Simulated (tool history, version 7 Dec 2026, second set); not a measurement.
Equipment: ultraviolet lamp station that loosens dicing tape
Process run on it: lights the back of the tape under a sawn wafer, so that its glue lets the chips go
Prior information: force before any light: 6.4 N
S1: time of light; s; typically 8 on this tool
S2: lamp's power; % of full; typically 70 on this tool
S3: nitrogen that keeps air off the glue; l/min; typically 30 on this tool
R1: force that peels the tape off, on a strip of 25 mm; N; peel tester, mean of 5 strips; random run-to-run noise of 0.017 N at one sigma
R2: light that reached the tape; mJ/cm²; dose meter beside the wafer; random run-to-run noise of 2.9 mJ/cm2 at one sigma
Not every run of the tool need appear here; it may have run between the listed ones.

run     day  S1  S2  S3     R1   R2
  1   0.000   8  70  30  1.107  369
  2   0.492   8  85  30  0.794  443
  3   0.971   8  85  30  0.777  443
  4   1.246   8  85  30  0.788  449
  5   1.662   8  85  30  0.786  441
  6   2.025   8  86  30  0.788  445
  7   2.475   8  86  30  0.783  437
  8   2.892   8  86  30  0.810  441
  9   3.375   8  77  30  1.004  390
 10   3.725   8  70  30  1.145  352
 11   4.138   4  70  30  2.664  175
 12   4.646   8  83  30  0.891  412
 13   5.067   8  83  30  0.879  415
 14   5.546   8  83  30  0.906  410
 15   5.933  10  79  18  0.977  486
 16   6.400   6  79  27  1.493  313
 17   6.804  14  79  13  0.590  719
 18   7.271  11  87  32  0.385  617
 19   7.621  11  87  32  0.396  616
 20   8.033  11  87  32  0.401  616
 21   8.275   6  67  17  2.240  259
 22   8.521   6  67  17  2.361  257
 23   8.779   6  67  17  2.320  256
 24   8.996  15  68  24  0.459  653
 25   9.421   9  68  19  1.329  390
 26   9.933  12  94  30  0.327  711
 27  10.221   5  89  39  1.435  281

Removed from this log: 1 entry logged between the listed runs. Between which two listed runs does each belong, and how does the tool's hidden state at the listed run before it compare with that at the listed run after it?
Runs 15 to 16: window cleaned of glue's vapour (day 6.329)
  lamp's light, % of a new lamp's: 85.6 -> 85.3; light that the window lets through, % of a clean one's: 93 -> 99.7
  measured minus no-state result, R1: +0.330 -> +0.314 N; R2: -125 -> -55 mJ/cm²
